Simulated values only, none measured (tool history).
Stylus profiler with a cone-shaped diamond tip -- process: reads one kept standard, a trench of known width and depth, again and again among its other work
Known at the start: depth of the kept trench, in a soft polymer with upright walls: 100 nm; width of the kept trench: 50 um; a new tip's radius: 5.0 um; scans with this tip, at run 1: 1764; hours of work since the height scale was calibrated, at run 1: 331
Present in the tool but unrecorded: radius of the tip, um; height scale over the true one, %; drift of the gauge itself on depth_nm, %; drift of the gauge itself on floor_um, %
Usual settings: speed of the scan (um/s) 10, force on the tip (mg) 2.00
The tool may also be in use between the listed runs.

run   hour  speed of the scan (um/s)  force on the tip (mg)  scans with this tip  hours of work since the height scale was calibrated  depth of the trench (angstrom)  width of the trench's floor (µm)
  1    0.0                        10                   2.00                 1764                                                  331                          1010.9                             47.84
  2   18.1                        10                   3.84                 1828                                                  343                          1017.9                             47.79
  3   44.2                        10                   1.08                 1920                                                  361                          1006.5                             47.77
  4   68.7                        10                   1.08                 2007                                                  377                          1006.0                             47.76
  5   94.8                        10                   4.03                 2099                                                  394                          1018.7                             47.83
  6  111.2                        10                   4.03                 2157                                                  405                          1018.3                             47.83
  7  131.4                        10                   4.03                 2229                                                  418                          1018.2                             47.72
  8  148.0                        10                   4.03                 2287                                                  430                          1018.4                             47.78
  9  168.8                        10                   0.71                 2361                                                  443                          1004.3                             47.72
 10  195.9                        10                   0.71                 2457                                                  461                          1004.2                             47.69
 11  219.7                        10                   2.00                 2541                                                  477                          1010.5                             47.71
 12  235.2                        10                   2.00                 2596                                                  487                          1010.5                             47.76
     237.5  -- height scale calibrated on a step standard
 13  248.4                        10                   2.00                 2640                                                    7                          1009.8                             47.71
 14  269.8                        10                   2.00                 2716                                                   21                          1009.1                             47.78
 15  284.1                        10                   2.07                 2767                                                   31                          1009.8                             47.75
 16  304.6                        10                   1.05                 2839                                                   45                          1005.3                             47.70
     315.9  -- height scale calibrated on a step standard, once more
 17  334.2                        10                   1.05                 2942                                                   12                          1008.1                             47.66
 18  358.7                        10                   1.05                 3029                                                   28                          1007.7                             47.65
 19  380.4                        10                   1.05                 3106                                                   43                          1007.5                             47.68
 20  398.7                        10                   1.05                 3170                                                   55                          1007.7                             47.70
 21  417.8                        12                   4.27                 3238                                                   68                          1020.3                             47.66
 22  435.1                        12                   4.27                 3299                                                   79                          1020.4                             47.73
 23  450.1                        12                   4.27                 3352                                                   89                          1020.7                             47.69
 24  475.1                        10                   1.84                 3440                                                  106                          1011.4                             47.66
 25  497.9                         6                   0.78                 3521                                                  121                          1005.9                             47.72
 26  524.8                         5                   5.42                 3616                                                  139                          1023.9                             47.65
 27  542.2                         5                   5.42                 3677                                                  150                          1023.5                             47.76
 28  559.3                         5                   5.42                 3738                                                  162                          1023.8                             47.69

Forecast run 29:
 29  585.0                         9                   1.11                 3829                                                  179                               ?                                 ?

Run 29 gave depth of the trench (angstrom) 1007.4, width of the trench's floor (µm) 47.65.
Without the tool's hidden state the same run would have given depth of the trench (angstrom) 1008.3, width of the trench's floor (µm) 47.96.
